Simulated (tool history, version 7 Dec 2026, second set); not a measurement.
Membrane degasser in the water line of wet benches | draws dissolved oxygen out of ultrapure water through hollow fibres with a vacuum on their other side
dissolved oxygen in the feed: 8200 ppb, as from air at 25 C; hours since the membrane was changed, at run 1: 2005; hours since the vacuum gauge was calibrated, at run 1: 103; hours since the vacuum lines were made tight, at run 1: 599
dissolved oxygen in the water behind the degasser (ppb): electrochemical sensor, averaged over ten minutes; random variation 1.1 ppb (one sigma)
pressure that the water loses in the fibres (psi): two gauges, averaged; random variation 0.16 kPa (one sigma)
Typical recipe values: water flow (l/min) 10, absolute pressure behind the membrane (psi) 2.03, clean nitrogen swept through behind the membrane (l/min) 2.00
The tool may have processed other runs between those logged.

| run | hour | water flow (l/min) | absolute pressure behind the membrane (psi) | clean nitrogen swept through behind the membrane (l/min) | hours since the membrane was changed | hours since the vacuum gauge was calibrated | hours since the vacuum lines were made tight | dissolved oxygen in the water behind the degasser (ppb) | pressure that the water loses in the fibres (psi) |
|---|---|---|---|---|---|---|---|---|---|
| 1 | 0.0 | 10 | 2.03 | 2.00 | 2005 | 103 | 599 | 155.6 | 8.453 |
| 2 | 99.5 | 10 | 2.68 | 2.00 | 2104 | 202 | 698 | 209.1 | 8.409 |
| 3 | 236.1 | 10 | 2.68 | 2.00 | 2241 | 339 | 835 | 209.7 | 8.435 |
| 4 | 332.6 | 10 | 2.03 | 2.00 | 2337 | 435 | 931 | 158.7 | 8.460 |
| 5 | 427.2 | 10 | 2.03 | 2.00 | 2432 | 530 | 1026 | 158.0 | 8.431 |
| 6 | 546.7 | 10 | 2.03 | 2.00 | 2552 | 649 | 1146 | 158.3 | 8.488 |
| 7 | 633.3 | 10 | 2.03 | 2.00 | 2638 | 736 | 1232 | 157.3 | 8.505 |
| 8 | 767.3 | 10 | 2.03 | 2.00 | 2772 | 870 | 1366 | 158.1 | 8.486 |
| 9 | 865.4 | 10 | 2.03 | 2.00 | 2870 | 968 | 1464 | 157.1 | 8.483 |
|  | 873.5 | vacuum gauge calibrated |
| 10 | 995.9 | 10 | 2.03 | 2.00 | 3000 | 122 | 1594 | 157.7 | 8.469 |
| 11 | 1165.2 | 10 | 2.03 | 2.00 | 3169 | 292 | 1764 | 159.6 | 8.461 |
| 12 | 1291.5 | 10 | 2.03 | 2.00 | 3296 | 418 | 1890 | 159.2 | 8.511 |
| 13 | 1449.4 | 10 | 2.03 | 1.58 | 3454 | 576 | 2048 | 190.3 | 8.492 |
| 14 | 1599.4 | 10 | 2.03 | 1.58 | 3604 | 726 | 2198 | 192.1 | 8.492 |
|  | 1641.6 | vacuum gauge calibrated, once more |
| 15 | 1715.3 | 16 | 2.03 | 1.58 | 3719 | 74 | 2313 | 439.9 | 13.568 |
| 16 | 1844.8 | 11 | 2.03 | 2.00 | 3849 | 203 | 2443 | 188.4 | 9.381 |
| 17 | 1930.7 | 10 | 1.28 | 2.00 | 3935 | 289 | 2529 | 97.8 | 8.495 |
| 18 | 2074.3 | 10 | 1.28 | 2.00 | 4078 | 433 | 2672 | 96.0 | 8.498 |
| 19 | 2202.4 | 10 | 1.28 | 2.00 | 4206 | 561 | 2800 | 98.6 | 8.508 |
| 20 | 2285.4 | 10 | 1.28 | 1.02 | 4289 | 644 | 2883 | 159.3 | 8.475 |

What does the tool deliver on the next run?
| 21 | 2403.8 | 7 | 2.03 | 1.82 | 4408 | 762 | 3002 | ? | ? |

Logged for run 21: dissolved oxygen in the water behind the degasser (ppb) 109.5, pressure that the water loses in the fibres (psi) 5.987.
If the tool had no hidden condition, the same run with the same run-to-run variation would have returned dissolved oxygen in the water behind the degasser (ppb) 105.4, pressure that the water loses in the fibres (psi) 5.922.
